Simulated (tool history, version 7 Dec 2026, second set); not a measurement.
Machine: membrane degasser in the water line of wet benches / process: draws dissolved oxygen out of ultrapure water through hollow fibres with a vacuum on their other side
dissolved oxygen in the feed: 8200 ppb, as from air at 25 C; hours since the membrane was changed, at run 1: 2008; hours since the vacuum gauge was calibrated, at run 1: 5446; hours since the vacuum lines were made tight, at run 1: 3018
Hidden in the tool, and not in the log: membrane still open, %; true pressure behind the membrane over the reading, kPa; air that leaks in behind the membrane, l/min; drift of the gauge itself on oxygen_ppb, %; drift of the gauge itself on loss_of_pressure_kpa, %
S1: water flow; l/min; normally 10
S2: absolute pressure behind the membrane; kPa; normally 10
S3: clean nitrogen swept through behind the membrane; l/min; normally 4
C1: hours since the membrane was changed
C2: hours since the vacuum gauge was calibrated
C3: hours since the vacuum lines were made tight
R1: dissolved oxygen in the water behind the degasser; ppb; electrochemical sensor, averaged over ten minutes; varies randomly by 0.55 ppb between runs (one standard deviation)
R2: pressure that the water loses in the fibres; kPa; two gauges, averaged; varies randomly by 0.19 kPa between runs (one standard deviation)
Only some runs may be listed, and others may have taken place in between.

| run | hour | S1 | S2 | S3 | C1 | C2 | C3 | R1 | R2 |
|---|---|---|---|---|---|---|---|---|---|
| 1 | 0 | 10 | 10 | 4 | 2008 | 5446 | 3018 | 46.3 | 38.14 |
| 2 | 124.1 | 10 | 10 | 4 | 2132 | 5570 | 3142 | 46.7 | 37.95 |
| 3 | 245 | 10 | 10 | 4 | 2253 | 5691 | 3263 | 46.3 | 38.11 |
| 4 | 318.6 | 10 | 10 | 4 | 2326 | 5764 | 3337 | 45.8 | 38 |
| 5 | 468.3 | 10 | 10 | 4 | 2476 | 5914 | 3486 | 46.1 | 38.3 |
| 6 | 639.8 | 10 | 10 | 4 | 2647 | 6085 | 3658 | 46.5 | 38.28 |
| 7 | 812.6 | 10 | 10 | 4 | 2820 | 6258 | 3831 | 45.8 | 38.28 |
| 8 | 988.5 | 10 | 10 | 4 | 2996 | 6434 | 4006 | 44.4 | 38.36 |
| 9 | 1141.7 | 10 | 10 | 4 | 3149 | 6587 | 4160 | 45.1 | 38.29 |
| 10 | 1311 | 16 | 10 | 3.12 | 3319 | 6757 | 4329 | 111.7 | 61.38 |
| 11 | 1400.4 | 16 | 10 | 3.12 | 3408 | 6846 | 4418 | 107.3 | 61.05 |
| 12 | 1571.8 | 16 | 10.2 | 3.12 | 3580 | 7018 | 4590 | 111.2 | 60.85 |
| 13 | 1673.1 | 13 | 10 | 5.32 | 3681 | 7119 | 4691 | 52.1 | 49.59 |
| 14 | 1856.4 | 8 | 11.6 | 7.27 | 3864 | 7302 | 4874 | 24.2 | 30.52 |
| 15 | 1979.7 | 9 | 19.8 | 3.9 | 3987 | 7425 | 4998 | 98.1 | 34.24 |
| 16 | 2158.6 | 7 | 10 | 4 | 4166 | 7604 | 5177 | 29.8 | 26.68 |

Each row is a separate what-if for the run after 16, all from the same tool condition, not one after another. Results?
| A | 2299.6 | 6 | 6.7 | 4 | 4307 | 7745 | 5318 | ? | ? |
| B | 2299.6 | 7 | 13.9 | 3.51 | 4307 | 7745 | 5318 | ? | ? |
| C | 2299.6 | 10 | 10.8 | 4 | 4307 | 7745 | 5318 | ? | ? |

| run | R1 | R2 |
|---|---|---|
| A | 13.4 | 22.89 |
| B | 53.4 | 27.08 |
| C | 51.5 | 38.46 |
Stripped of hidden state, with their random variation kept, the same runs would have yielded:
| run | R1 | R2 |
|---|---|---|
| A | 13.4 | 22.88 |
| B | 53.3 | 27.06 |
| C | 51.5 | 38.44 |
